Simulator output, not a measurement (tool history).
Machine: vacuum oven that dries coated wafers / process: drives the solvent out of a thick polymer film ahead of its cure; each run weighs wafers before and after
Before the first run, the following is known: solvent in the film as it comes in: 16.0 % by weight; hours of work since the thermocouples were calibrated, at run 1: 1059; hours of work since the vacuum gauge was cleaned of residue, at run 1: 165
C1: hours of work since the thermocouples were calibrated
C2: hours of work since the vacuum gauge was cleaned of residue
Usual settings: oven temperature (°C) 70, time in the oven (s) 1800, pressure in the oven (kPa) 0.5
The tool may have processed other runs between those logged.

run 1 day=0 | oven_temperature_(°C)=70 time_in_the_oven_(s)=1800 pressure_in_the_oven_(kPa)=0.5 | C1=1059 C2=165 | solvent_left_in_the_film_(%)=3.03
run 2 day=2.242 | oven_temperature_(°C)=70 time_in_the_oven_(s)=1620 pressure_in_the_oven_(kPa)=0.5 | C1=1082 C2=188 | solvent_left_in_the_film_(%)=3.47
run 3 day=4.612 | oven_temperature_(°C)=70 time_in_the_oven_(s)=1620 pressure_in_the_oven_(kPa)=0.5 | C1=1107 C2=212 | solvent_left_in_the_film_(%)=3.49
run 4 day=7.296 | oven_temperature_(°C)=70 time_in_the_oven_(s)=1800 pressure_in_the_oven_(kPa)=0.5 | C1=1134 C2=240 | solvent_left_in_the_film_(%)=2.98
run 5 day=9.708 | oven_temperature_(°C)=70 time_in_the_oven_(s)=1800 pressure_in_the_oven_(kPa)=0.5 | C1=1159 C2=264 | solvent_left_in_the_film_(%)=3.05
run 6 day=12.238 | oven_temperature_(°C)=70 time_in_the_oven_(s)=1800 pressure_in_the_oven_(kPa)=0.5 | C1=1185 C2=290 | solvent_left_in_the_film_(%)=3.04
run 7 day=13.8 | oven_temperature_(°C)=70 time_in_the_oven_(s)=1200 pressure_in_the_oven_(kPa)=0.5 | C1=1201 C2=306 | solvent_left_in_the_film_(%)=4.82
run 8 day=15.658 | oven_temperature_(°C)=70 time_in_the_oven_(s)=1800 pressure_in_the_oven_(kPa)=0.5 | C1=1220 C2=325 | solvent_left_in_the_film_(%)=2.96
run 9 day=17.521 | oven_temperature_(°C)=70 time_in_the_oven_(s)=1800 pressure_in_the_oven_(kPa)=0.5 | C1=1239 C2=344 | solvent_left_in_the_film_(%)=2.98
run 10 day=19.942 | oven_temperature_(°C)=70 time_in_the_oven_(s)=1800 pressure_in_the_oven_(kPa)=1.429 | C1=1263 C2=369 | solvent_left_in_the_film_(%)=3.33
run 11 day=22.171 | oven_temperature_(°C)=70 time_in_the_oven_(s)=1800 pressure_in_the_oven_(kPa)=1.429 | C1=1286 C2=392 | solvent_left_in_the_film_(%)=3.34
run 12 day=23.929 | oven_temperature_(°C)=70 time_in_the_oven_(s)=1800 pressure_in_the_oven_(kPa)=1.429 | C1=1304 C2=410 | solvent_left_in_the_film_(%)=3.35
run 13 day=26.454 | oven_temperature_(°C)=70 time_in_the_oven_(s)=1800 pressure_in_the_oven_(kPa)=1.429 | C1=1330 C2=436 | solvent_left_in_the_film_(%)=3.35
run 14 day=28.567 | oven_temperature_(°C)=70 time_in_the_oven_(s)=1800 pressure_in_the_oven_(kPa)=0.5 | C1=1352 C2=457 | solvent_left_in_the_film_(%)=2.93
run 15 day=31.25 | oven_temperature_(°C)=70 time_in_the_oven_(s)=1800 pressure_in_the_oven_(kPa)=0.419 | C1=1379 C2=485 | solvent_left_in_the_film_(%)=2.94
run 16 day=32.408 | oven_temperature_(°C)=70 time_in_the_oven_(s)=1800 pressure_in_the_oven_(kPa)=0.419 | C1=1391 C2=497 | solvent_left_in_the_film_(%)=2.94
run 17 day=34.892 | oven_temperature_(°C)=70 time_in_the_oven_(s)=1800 pressure_in_the_oven_(kPa)=0.419 | C1=1417 C2=522 | solvent_left_in_the_film_(%)=2.96
run 18 day=37.242 | oven_temperature_(°C)=70 time_in_the_oven_(s)=1800 pressure_in_the_oven_(kPa)=0.419 | C1=1441 C2=546 | solvent_left_in_the_film_(%)=2.9
run 19 day=38.712 | oven_temperature_(°C)=70 time_in_the_oven_(s)=1800 pressure_in_the_oven_(kPa)=0.419 | C1=1456 C2=561 | solvent_left_in_the_film_(%)=2.87
run 20 day=40.5 | oven_temperature_(°C)=70 time_in_the_oven_(s)=1260 pressure_in_the_oven_(kPa)=1.353 | C1=1474 C2=580 | solvent_left_in_the_film_(%)=4.82
run 21 day=42.25 | oven_temperature_(°C)=70 time_in_the_oven_(s)=1260 pressure_in_the_oven_(kPa)=1.353 | C1=1492 C2=598 | solvent_left_in_the_film_(%)=4.82
run 22 day=44.608 | oven_temperature_(°C)=61 time_in_the_oven_(s)=1680 pressure_in_the_oven_(kPa)=0.442 | C1=1516 C2=622 | solvent_left_in_the_film_(%)=5.41
run 23 day=47.142 | oven_temperature_(°C)=73 time_in_the_oven_(s)=1620 pressure_in_the_oven_(kPa)=1.148 | C1=1542 C2=648 | solvent_left_in_the_film_(%)=2.97
run 24 day=48.333 | oven_temperature_(°C)=71 time_in_the_oven_(s)=2940 pressure_in_the_oven_(kPa)=0.42 | C1=1554 C2=660 | solvent_left_in_the_film_(%)=1.13
run 25 day=49.712 | oven_temperature_(°C)=71 time_in_the_oven_(s)=3240 pressure_in_the_oven_(kPa)=0.933 | C1=1568 C2=674 | solvent_left_in_the_film_(%)=1.16
run 26 day=51.538 | oven_temperature_(°C)=63 time_in_the_oven_(s)=1800 pressure_in_the_oven_(kPa)=0.491 | C1=1587 C2=693 | solvent_left_in_the_film_(%)=4.57
run 27 day=53.604 | oven_temperature_(°C)=63 time_in_the_oven_(s)=1800 pressure_in_the_oven_(kPa)=0.491 | C1=1608 C2=714 | solvent_left_in_the_film_(%)=4.56
run 28 day=55.133 | oven_temperature_(°C)=63 time_in_the_oven_(s)=1800 pressure_in_the_oven_(kPa)=0.491 | C1=1624 C2=730 | solvent_left_in_the_film_(%)=4.56
run 29 day=56.758 | oven_temperature_(°C)=73 time_in_the_oven_(s)=1380 pressure_in_the_oven_(kPa)=1.693 | C1=1640 C2=746 | solvent_left_in_the_film_(%)=3.78
run 30 day=58.442 | oven_temperature_(°C)=57 time_in_the_oven_(s)=1800 pressure_in_the_oven_(kPa)=0.912 | C1=1658 C2=763 | solvent_left_in_the_film_(%)=6.31
-- day=60.608 oven's thermocouples calibrated
run 31 day=60.983 | oven_temperature_(°C)=85 time_in_the_oven_(s)=1440 pressure_in_the_oven_(kPa)=0.912 | C1=4 C2=789 | solvent_left_in_the_film_(%)=1.71
run 32 day=62.412 | oven_temperature_(°C)=66 time_in_the_oven_(s)=1620 pressure_in_the_oven_(kPa)=0.667 | C1=18 C2=803 | solvent_left_in_the_film_(%)=5.22
run 33 day=63.833 | oven_temperature_(°C)=56 time_in_the_oven_(s)=1320 pressure_in_the_oven_(kPa)=0.384 | C1=33 C2=818 | solvent_left_in_the_film_(%)=8.39
run 34 day=65.729 | oven_temperature_(°C)=56 time_in_the_oven_(s)=1320 pressure_in_the_oven_(kPa)=0.384 | C1=52 C2=837 | solvent_left_in_the_film_(%)=8.42
run 35 day=67.404 | oven_temperature_(°C)=63 time_in_the_oven_(s)=1260 pressure_in_the_oven_(kPa)=1.234 | C1=70 C2=854 | solvent_left_in_the_film_(%)=7.31
run 36 day=69.112 | oven_temperature_(°C)=81 time_in_the_oven_(s)=1800 pressure_in_the_oven_(kPa)=0.426 | C1=87 C2=872 | solvent_left_in_the_film_(%)=1.5
run 37 day=70.358 | oven_temperature_(°C)=74 time_in_the_oven_(s)=1380 pressure_in_the_oven_(kPa)=1.688 | C1=100 C2=885 | solvent_left_in_the_film_(%)=4.33
run 38 day=71.883 | oven_temperature_(°C)=68 time_in_the_oven_(s)=1440 pressure_in_the_oven_(kPa)=1.087 | C1=115 C2=900 | solvent_left_in_the_film_(%)=5.41

Each row is a separate what-if for the run after 38, all from the same tool condition, not one after another. Results?
run A day=74.683 | oven_temperature_(°C)=68 time_in_the_oven_(s)=3180 pressure_in_the_oven_(kPa)=1.666 | C1=144 C2=929 | solvent_left_in_the_film_(%)=?
run B day=74.683 | oven_temperature_(°C)=64 time_in_the_oven_(s)=1380 pressure_in_the_oven_(kPa)=0.448 | C1=144 C2=929 | solvent_left_in_the_film_(%)=?
run C day=74.683 | oven_temperature_(°C)=75 time_in_the_oven_(s)=3000 pressure_in_the_oven_(kPa)=1.087 | C1=144 C2=929 | solvent_left_in_the_film_(%)=?
run D day=74.683 | oven_temperature_(°C)=75 time_in_the_oven_(s)=1800 pressure_in_the_oven_(kPa)=1.874 | C1=144 C2=929 | solvent_left_in_the_film_(%)=?

run=A solvent_left_in_the_film_(%)=2.56
run=B solvent_left_in_the_film_(%)=6.33
run=C solvent_left_in_the_film_(%)=1.3
run=D solvent_left_in_the_film_(%)=3.13
Had the tool no hidden state, the same runs would have come out as:
run=A solvent_left_in_the_film_(%)=2.37
run=B solvent_left_in_the_film_(%)=6.19
run=C solvent_left_in_the_film_(%)=1.15
run=D solvent_left_in_the_film_(%)=3.01

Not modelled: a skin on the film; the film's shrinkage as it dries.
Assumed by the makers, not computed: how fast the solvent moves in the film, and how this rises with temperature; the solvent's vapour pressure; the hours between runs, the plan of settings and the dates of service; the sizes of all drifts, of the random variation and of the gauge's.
